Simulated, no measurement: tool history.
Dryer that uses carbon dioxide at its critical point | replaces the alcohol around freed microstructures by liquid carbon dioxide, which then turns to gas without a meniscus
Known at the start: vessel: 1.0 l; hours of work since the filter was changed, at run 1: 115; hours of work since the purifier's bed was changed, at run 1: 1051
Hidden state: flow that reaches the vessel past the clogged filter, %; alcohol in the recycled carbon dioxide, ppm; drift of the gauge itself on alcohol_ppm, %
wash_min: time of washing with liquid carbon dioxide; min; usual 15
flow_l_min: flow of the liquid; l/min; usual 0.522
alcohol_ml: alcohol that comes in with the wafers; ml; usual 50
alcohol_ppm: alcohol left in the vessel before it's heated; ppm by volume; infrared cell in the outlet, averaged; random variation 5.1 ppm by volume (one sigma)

run,day,wash_min,flow_l_min,alcohol_ml,hours of work since the filter was changed,hours of work since the purifier's bed was changed,alcohol_ppm
1,0.000,15,0.522,50,115,1051,80
2,1.862,15,0.688,50,147,1082,42
3,2.821,11,0.522,50,163,1098,352
4,4.700,11,0.522,50,194,1130,355
5,6.433,15,0.522,50,224,1159,79
6,7.550,15,0.359,50,242,1177,443
7,9.404,15,0.359,22,273,1209,212
8,10.579,15,0.359,22,293,1228,232
9,12.004,15,0.359,22,317,1252,217
10,13.542,15,0.359,22,343,1278,220
11,15.479,15,0.522,50,376,1311,103
12,17.396,15,0.522,50,408,1343,99
# day 19.429: purifier's bed changed
13,19.650,15,0.522,50,444,4,63
# day 19.825: inlet filter changed
14,21.167,15,0.494,50,23,29,76
15,22.175,15,0.680,37,40,45,15
16,24.192,15,0.530,50,73,79,52
17,25.908,15,0.522,113,102,108,116
18,28.029,12,0.522,50,138,144,205
19,29.875,15,0.522,33,169,175,42
20,31.271,15,0.522,33,192,198,38
21,33.488,15,0.447,96,230,236,272
22,34.446,17,0.522,50,246,252,42
23,36.579,15,0.522,31,282,288,48

Hidden state at the last listed run before each entry between runs and at the first one after, where it differs:
Between runs 12 and 13: purifier's bed changed (day 19.429)
  flow that reaches the vessel past the clogged filter, %: 94.6 -> 94.2; alcohol in the recycled carbon dioxide, ppm: 36.6 -> 5.1
  measured less the result without the state, alcohol_ppm: +50 -> +22 ppm by volume
Between runs 13 and 14: inlet filter changed (day 19.825)
  flow that reaches the vessel past the clogged filter, %: 94.2 -> 99.1; alcohol in the recycled carbon dioxide, ppm: 5.1 -> 5.7
  measured less the result without the state, alcohol_ppm: +22 -> +5 ppm by volume
